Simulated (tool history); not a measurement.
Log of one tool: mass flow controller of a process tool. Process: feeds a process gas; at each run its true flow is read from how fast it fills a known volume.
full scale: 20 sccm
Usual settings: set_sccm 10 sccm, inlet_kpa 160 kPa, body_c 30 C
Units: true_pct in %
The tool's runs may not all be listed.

{"run": 1, "hour": 0.0, "set_sccm": 10, "inlet_kpa": 160, "body_c": 30, "true_pct": 98.87}
{"run": 2, "hour": 176.2, "set_sccm": 10, "inlet_kpa": 160, "body_c": 30, "true_pct": 98.76}
{"run": 3, "hour": 283.4, "set_sccm": 7, "inlet_kpa": 160, "body_c": 30, "true_pct": 98.47}
{"run": 4, "hour": 450.5, "set_sccm": 10, "inlet_kpa": 160, "body_c": 30, "true_pct": 98.76}
{"run": 5, "hour": 532.4, "set_sccm": 10, "inlet_kpa": 160, "body_c": 32, "true_pct": 98.65}
{"run": 6, "hour": 688.0, "set_sccm": 10, "inlet_kpa": 160, "body_c": 32, "true_pct": 98.58}
{"run": 7, "hour": 812.3, "set_sccm": 3, "inlet_kpa": 160, "body_c": 30, "true_pct": 97.4}
{"run": 8, "hour": 922.2, "set_sccm": 3, "inlet_kpa": 160, "body_c": 30, "true_pct": 97.53}
{"run": 9, "hour": 1025.9, "set_sccm": 3, "inlet_kpa": 160, "body_c": 30, "true_pct": 97.43}
{"run": 10, "hour": 1216.8, "set_sccm": 3, "inlet_kpa": 160, "body_c": 30, "true_pct": 97.32}
{"run": 11, "hour": 1375.4, "set_sccm": 3, "inlet_kpa": 160, "body_c": 30, "true_pct": 97.17}
{"run": 12, "hour": 1547.7, "set_sccm": 3, "inlet_kpa": 160, "body_c": 30, "true_pct": 97.28}
{"run": 13, "hour": 1726.9, "set_sccm": 10, "inlet_kpa": 160, "body_c": 30, "true_pct": 98.92}
{"run": 14, "hour": 1908.2, "set_sccm": 10, "inlet_kpa": 160, "body_c": 30, "true_pct": 98.98}
{"run": 15, "hour": 2050.2, "set_sccm": 10, "inlet_kpa": 160, "body_c": 30, "true_pct": 98.97}
{"run": 16, "hour": 2217.0, "set_sccm": 10, "inlet_kpa": 160, "body_c": 30, "true_pct": 98.97}
{"run": 17, "hour": 2373.9, "set_sccm": 10, "inlet_kpa": 160, "body_c": 30, "true_pct": 98.88}
{"run": 18, "hour": 2568.1, "set_sccm": 10, "inlet_kpa": 160, "body_c": 30, "true_pct": 99}
{"run": 19, "hour": 2757.1, "set_sccm": 10, "inlet_kpa": 154, "body_c": 30, "true_pct": 98.95}
{"run": 20, "hour": 2910.4, "set_sccm": 10, "inlet_kpa": 154, "body_c": 30, "true_pct": 99.03}
{"run": 21, "hour": 3029.0, "set_sccm": 10, "inlet_kpa": 278, "body_c": 30, "true_pct": 99.26}
{"hour": 3039.0, "done": "controller's zero set anew"}
{"run": 22, "hour": 3216.8, "set_sccm": 4, "inlet_kpa": 199, "body_c": 30, "true_pct": 96.81}
{"hour": 3335.0, "done": "controller's zero set anew, once more"}
{"run": 23, "hour": 3355.4, "set_sccm": 4, "inlet_kpa": 199, "body_c": 24, "true_pct": 100.26}
{"run": 24, "hour": 3467.6, "set_sccm": 2, "inlet_kpa": 144, "body_c": 24, "true_pct": 99.74}
{"run": 25, "hour": 3642.2, "set_sccm": 2, "inlet_kpa": 144, "body_c": 24, "true_pct": 99.58}
{"run": 26, "hour": 3786.9, "set_sccm": 8, "inlet_kpa": 144, "body_c": 35, "true_pct": 98.98}
{"run": 27, "hour": 3949.5, "set_sccm": 5, "inlet_kpa": 245, "body_c": 31, "true_pct": 99.32}
{"run": 28, "hour": 4069.1, "set_sccm": 3, "inlet_kpa": 245, "body_c": 24, "true_pct": 100.08}
{"run": 29, "hour": 4256.1, "set_sccm": 15, "inlet_kpa": 221, "body_c": 30, "true_pct": 100.06}
{"run": 30, "hour": 4416.5, "set_sccm": 9, "inlet_kpa": 183, "body_c": 36, "true_pct": 99.06}
{"run": 31, "hour": 4525.1, "set_sccm": 6, "inlet_kpa": 153, "body_c": 23, "true_pct": 100.21}
{"run": 32, "hour": 4679.7, "set_sccm": 15, "inlet_kpa": 178, "body_c": 30, "true_pct": 100.11}
{"run": 33, "hour": 4854.3, "set_sccm": 8, "inlet_kpa": 178, "body_c": 33, "true_pct": 99.25}
{"run": 34, "hour": 5046.0, "set_sccm": 10, "inlet_kpa": 266, "body_c": 30, "true_pct": 100.1}
{"run": 35, "hour": 5142.5, "set_sccm": 2, "inlet_kpa": 160, "body_c": 30, "true_pct": 98.38}
{"run": 36, "hour": 5334.7, "set_sccm": 2, "inlet_kpa": 160, "body_c": 30, "true_pct": 98.09}

The same runs without the tool's hidden state, with the same run-to-run variation:
The hidden state here: flow at rest that the sensor doesn't see, % of full scale; true flow over the shown one, %; drift of the gauge itself on true_pct, %.
run=1 true_pct=98.9
run=2 true_pct=98.78
run=3 true_pct=98.64
run=4 true_pct=98.77
run=5 true_pct=98.66
run=6 true_pct=98.58
run=7 true_pct=98.43
run=8 true_pct=98.59
run=9 true_pct=98.52
run=10 true_pct=98.45
run=11 true_pct=98.34
run=12 true_pct=98.5
run=13 true_pct=98.86
run=14 true_pct=98.91
run=15 true_pct=98.89
run=16 true_pct=98.88
run=17 true_pct=98.79
run=18 true_pct=98.89
run=19 true_pct=98.83
run=20 true_pct=98.91
run=21 true_pct=99.13
run=22 true_pct=98.74
run=23 true_pct=99.44
run=24 true_pct=99.08
run=25 true_pct=99.01
run=26 true_pct=98.1
run=27 true_pct=98.52
run=28 true_pct=99.47
run=29 true_pct=99.07
run=30 true_pct=98.13
run=31 true_pct=99.38
run=32 true_pct=99.07
run=33 true_pct=98.33
run=34 true_pct=99.11
run=35 true_pct=98.51
run=36 true_pct=98.31
